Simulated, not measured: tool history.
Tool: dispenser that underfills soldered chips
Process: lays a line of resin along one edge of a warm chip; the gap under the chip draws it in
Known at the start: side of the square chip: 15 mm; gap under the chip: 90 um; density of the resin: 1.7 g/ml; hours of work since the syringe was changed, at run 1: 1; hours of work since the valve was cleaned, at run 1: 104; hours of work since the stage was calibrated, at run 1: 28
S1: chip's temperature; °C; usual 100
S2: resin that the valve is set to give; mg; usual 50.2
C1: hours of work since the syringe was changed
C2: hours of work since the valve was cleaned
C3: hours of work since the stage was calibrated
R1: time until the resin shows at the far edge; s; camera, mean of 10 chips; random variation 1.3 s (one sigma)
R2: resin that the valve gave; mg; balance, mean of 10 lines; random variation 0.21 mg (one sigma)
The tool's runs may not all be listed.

{"run": 1, "hour": 0.0, "S1": 100, "S2": 50.2, "C1": 1, "C2": 104, "C3": 28, "R1": 138.9, "R2": 45.77}
{"run": 2, "hour": 3.7, "S1": 100, "S2": 50.2, "C1": 4, "C2": 106, "C3": 31, "R1": 161.5, "R2": 45.02}
{"run": 3, "hour": 10.3, "S1": 100, "S2": 50.2, "C1": 8, "C2": 111, "C3": 35, "R1": 210.1, "R2": 45.37}
{"hour": 11.6, "done": "new syringe of resin"}
{"run": 4, "hour": 17.8, "S1": 100, "S2": 50.2, "C1": 4, "C2": 116, "C3": 40, "R1": 170, "R2": 44.57}
{"hour": 25.2, "done": "new syringe of resin"}
{"run": 5, "hour": 26.5, "S1": 100, "S2": 50.2, "C1": 1, "C2": 121, "C3": 46, "R1": 139, "R2": 44.84}
{"hour": 31.0, "done": "dispensing valve cleaned and set on the balance"}
{"run": 6, "hour": 34.9, "S1": 100, "S2": 50.2, "C1": 6, "C2": 3, "C3": 51, "R1": 180.1, "R2": 50.06}
{"hour": 39.3, "done": "new syringe of resin"}
{"run": 7, "hour": 43.3, "S1": 100, "S2": 53, "C1": 3, "C2": 8, "C3": 57, "R1": 147.6, "R2": 52.58}
{"run": 8, "hour": 48.5, "S1": 100, "S2": 53, "C1": 6, "C2": 12, "C3": 60, "R1": 184.9, "R2": 52.56}
{"hour": 52.8, "done": "new syringe of resin"}
{"run": 9, "hour": 54.0, "S1": 100, "S2": 50.2, "C1": 1, "C2": 15, "C3": 64, "R1": 134.8, "R2": 49.54}
{"run": 10, "hour": 62.3, "S1": 100, "S2": 50.2, "C1": 7, "C2": 21, "C3": 70, "R1": 185, "R2": 49.25}
{"hour": 66.1, "done": "new syringe of resin"}
{"run": 11, "hour": 70.4, "S1": 100, "S2": 50.2, "C1": 3, "C2": 26, "C3": 75, "R1": 157.2, "R2": 49}
{"run": 12, "hour": 74.7, "S1": 100, "S2": 50.2, "C1": 6, "C2": 29, "C3": 78, "R1": 185, "R2": 48.94}
{"hour": 79.6, "done": "new syringe of resin"}
{"run": 13, "hour": 82.7, "S1": 100, "S2": 52, "C1": 2, "C2": 35, "C3": 83, "R1": 147.9, "R2": 50.71}
{"run": 14, "hour": 86.7, "S1": 86, "S2": 52, "C1": 5, "C2": 37, "C3": 86, "R1": 300.8, "R2": 50.18}
{"run": 15, "hour": 91.4, "S1": 86, "S2": 52, "C1": 8, "C2": 41, "C3": 89, "R1": 364.2, "R2": 49.98}
{"hour": 93.0, "done": "new syringe of resin"}
{"run": 16, "hour": 95.7, "S1": 100, "S2": 50.2, "C1": 2, "C2": 44, "C3": 92, "R1": 141.7, "R2": 48.29}
{"run": 17, "hour": 101.3, "S1": 100, "S2": 50.2, "C1": 6, "C2": 47, "C3": 96, "R1": 183.3, "R2": 47.83}
{"hour": 105.8, "done": "new syringe of resin"}
{"run": 18, "hour": 110.0, "S1": 108, "S2": 64.2, "C1": 3, "C2": 53, "C3": 102, "R1": 110.4, "R2": 60.91}
{"run": 19, "hour": 117.8, "S1": 108, "S2": 64.2, "C1": 8, "C2": 58, "C3": 107, "R1": 149.6, "R2": 60.43}
{"hour": 118.8, "done": "new syringe of resin"}
{"run": 20, "hour": 123.6, "S1": 103, "S2": 61.9, "C1": 3, "C2": 62, "C3": 111, "R1": 139.9, "R2": 58.68}
{"run": 21, "hour": 129.4, "S1": 106, "S2": 50.2, "C1": 7, "C2": 66, "C3": 115, "R1": 162.1, "R2": 47.34}
{"hour": 131.8, "done": "new syringe of resin"}
{"run": 22, "hour": 134.0, "S1": 110, "S2": 50.2, "C1": 2, "C2": 69, "C3": 118, "R1": 97.8, "R2": 47.18}
{"run": 23, "hour": 141.3, "S1": 89, "S2": 62.4, "C1": 7, "C2": 74, "C3": 123, "R1": 288.6, "R2": 58.53}
{"hour": 144.9, "done": "new syringe of resin"}
{"run": 24, "hour": 150.1, "S1": 109, "S2": 48.5, "C1": 4, "C2": 80, "C3": 129, "R1": 116.6, "R2": 45.03}
{"run": 25, "hour": 154.1, "S1": 109, "S2": 48.5, "C1": 6, "C2": 83, "C3": 131, "R1": 135.5, "R2": 44.88}
{"hour": 157.8, "done": "new syringe of resin"}
{"run": 26, "hour": 159.7, "S1": 106, "S2": 50.2, "C1": 1, "C2": 87, "C3": 135, "R1": 116.6, "R2": 46.29}
{"run": 27, "hour": 167.6, "S1": 100, "S2": 61.2, "C1": 7, "C2": 92, "C3": 141, "R1": 193.2, "R2": 55.9}
{"hour": 170.8, "done": "new syringe of resin"}
{"run": 28, "hour": 172.1, "S1": 101, "S2": 60.4, "C1": 1, "C2": 95, "C3": 143, "R1": 131.4, "R2": 55.45}
{"run": 29, "hour": 178.9, "S1": 87, "S2": 50.2, "C1": 6, "C2": 100, "C3": 148, "R1": 311.1, "R2": 45.68}
{"hour": 183.9, "done": "new syringe of resin"}
{"run": 30, "hour": 184.5, "S1": 87, "S2": 50.2, "C1": 0, "C2": 103, "C3": 152, "R1": 232.5, "R2": 45.31}
{"run": 31, "hour": 190.5, "S1": 102, "S2": 59.7, "C1": 5, "C2": 107, "C3": 156, "R1": 158.1, "R2": 53.87}
{"hour": 197.5, "done": "new syringe of resin"}
{"run": 32, "hour": 199.0, "S1": 105, "S2": 53.5, "C1": 1, "C2": 113, "C3": 162, "R1": 118, "R2": 48.22}
{"run": 33, "hour": 205.4, "S1": 107, "S2": 55.2, "C1": 5, "C2": 117, "C3": 166, "R1": 142.4, "R2": 49.36}
{"hour": 210.5, "done": "new syringe of resin"}
{"run": 34, "hour": 212.1, "S1": 104, "S2": 64.4, "C1": 1, "C2": 122, "C3": 170, "R1": 119.1, "R2": 56.97}

Hidden state at the last listed run before each entry between runs and at the first one after, where it differs:
Between runs 3 and 4: new syringe of resin (hour 11.6)
  resin's viscosity, % of fresh resin's: 161.1 -> 129.1; dose that the valve gives, % of what is set: 90.14 -> 89.66; true chip temperature over the reading, C: -0.45 -> -0.48
  measured less the result without the state, R1: +85.2 -> +44 s; R2: -4.96 -> -5.15 mg
Between runs 4 and 5: new syringe of resin (hour 25.2)
  resin's viscosity, % of fresh resin's: 129.1 -> 106.7; dose that the valve gives, % of what is set: 89.66 -> 89.12; true chip temperature over the reading, C: -0.48 -> -0.52
  measured less the result without the state, R1: +44 -> +14.7 s; R2: -5.15 -> -5.47 mg
Between runs 5 and 6: dispensing valve cleaned and set on the balance (hour 31)
  resin's viscosity, % of fresh resin's: 106.7 -> 142.5; dose that the valve gives, % of what is set: 89.12 -> 99.99; true chip temperature over the reading, C: -0.52 -> -0.55
  measured less the result without the state, R1: +14.7 -> +56.2 s; R2: -5.47 -> +0 mg
Between runs 6 and 7: new syringe of resin (hour 39.3)
  resin's viscosity, % of fresh resin's: 142.5 -> 117.8; dose that the valve gives, % of what is set: 99.99 -> 99.47; true chip temperature over the reading, C: -0.55 -> -0.59
  measured less the result without the state, R1: +56.2 -> +25.3 s; R2: +0 -> -0.28 mg
Between runs 8 and 9: new syringe of resin (hour 52.8)
  resin's viscosity, % of fresh resin's: 144.5 -> 104.9; dose that the valve gives, % of what is set: 99.13 -> 98.77; true chip temperature over the reading, C: -0.61 -> -0.63
  measured less the result without the state, R1: +60.2 -> +9.7 s; R2: -0.46 -> -0.62 mg
Between runs 10 and 11: new syringe of resin (hour 66.1)
  resin's viscosity, % of fresh resin's: 145.5 -> 121.3; dose that the valve gives, % of what is set: 98.26 -> 97.76; true chip temperature over the reading, C: -0.67 -> -0.7
  measured less the result without the state, R1: +61.3 -> +31.4 s; R2: -0.87 -> -1.12 mg
Between runs 12 and 13: new syringe of resin (hour 79.6)
  resin's viscosity, % of fresh resin's: 144.2 -> 114.6; dose that the valve gives, % of what is set: 97.47 -> 96.92; true chip temperature over the reading, C: -0.72 -> -0.76
  measured less the result without the state, R1: +60.7 -> +23.2 s; R2: -1.28 -> -1.6 mg
Between runs 15 and 16: new syringe of resin (hour 93)
  resin's viscosity, % of fresh resin's: 161.6 -> 110.2; dose that the valve gives, % of what is set: 96.38 -> 96.12; true chip temperature over the reading, C: -0.8 -> -0.81
  measured less the result without the state, R1: +147.5 -> +18 s; R2: -1.88 -> -1.95 mg
Between runs 17 and 18: new syringe of resin (hour 105.8)
  resin's viscosity, % of fresh resin's: 137.6 -> 116.3; dose that the valve gives, % of what is set: 95.76 -> 95.23; true chip temperature over the reading, C: -0.84 -> -0.88
  measured less the result without the state, R1: +55.4 -> +18.8 s; R2: -2.12 -> -3.05 mg
Between runs 19 and 20: new syringe of resin (hour 118.8)
  resin's viscosity, % of fresh resin's: 158.6 -> 121.9; dose that the valve gives, % of what is set: 94.78 -> 94.46; true chip temperature over the reading, C: -0.91 -> -0.94
  measured less the result without the state, R1: +58.6 -> +29.5 s; R2: -3.33 -> -3.44 mg
Between runs 21 and 22: new syringe of resin (hour 131.8)
  resin's viscosity, % of fresh resin's: 153.4 -> 108.8; dose that the valve gives, % of what is set: 94.11 -> 93.83; true chip temperature over the reading, C: -0.96 -> -0.98
  measured less the result without the state, R1: +61.3 -> +12.2 s; R2: -2.96 -> -3.1 mg
Between runs 23 and 24: new syringe of resin (hour 144.9)
  resin's viscosity, % of fresh resin's: 145.2 -> 122.1; dose that the valve gives, % of what is set: 93.36 -> 92.8; true chip temperature over the reading, C: -1.01 -> -1.05
  measured less the result without the state, R1: +98.6 -> +26.4 s; R2: -4.16 -> -3.49 mg
Between runs 25 and 26: new syringe of resin (hour 157.8)
  resin's viscosity, % of fresh resin's: 143 -> 108.8; dose that the valve gives, % of what is set: 92.52 -> 92.19; true chip temperature over the reading, C: -1.07 -> -1.09
  measured less the result without the state, R1: +46.4 -> +15.4 s; R2: -3.62 -> -3.92 mg
Between runs 27 and 28: new syringe of resin (hour 170.8)
  resin's viscosity, % of fresh resin's: 148.7 -> 106.2; dose that the valve gives, % of what is set: 91.67 -> 91.38; true chip temperature over the reading, C: -1.12 -> -1.14
  measured less the result without the state, R1: +69.5 -> +13.8 s; R2: -5.08 -> -5.23 mg
Between runs 29 and 30: new syringe of resin (hour 183.9)
  resin's viscosity, % of fresh resin's: 138.7 -> 103.3; dose that the valve gives, % of what is set: 90.94 -> 90.61; true chip temperature over the reading, C: -1.17 -> -1.19
  measured less the result without the state, R1: +101.6 -> +22.7 s; R2: -4.56 -> -4.7 mg
Between runs 31 and 32: new syringe of resin (hour 197.5)
  resin's viscosity, % of fresh resin's: 131 -> 108.4; dose that the valve gives, % of what is set: 90.25 -> 89.74; true chip temperature over the reading, C: -1.22 -> -1.26
  measured less the result without the state, R1: +44 -> +16 s; R2: -5.81 -> -5.52 mg
Between runs 33 and 34: new syringe of resin (hour 210.5)
  resin's viscosity, % of fresh resin's: 140 -> 107.7; dose that the valve gives, % of what is set: 89.33 -> 88.92; true chip temperature over the reading, C: -1.28 -> -1.31
  measured less the result without the state, R1: +47.1 -> +14.5 s; R2: -5.9 -> -7.1 mg

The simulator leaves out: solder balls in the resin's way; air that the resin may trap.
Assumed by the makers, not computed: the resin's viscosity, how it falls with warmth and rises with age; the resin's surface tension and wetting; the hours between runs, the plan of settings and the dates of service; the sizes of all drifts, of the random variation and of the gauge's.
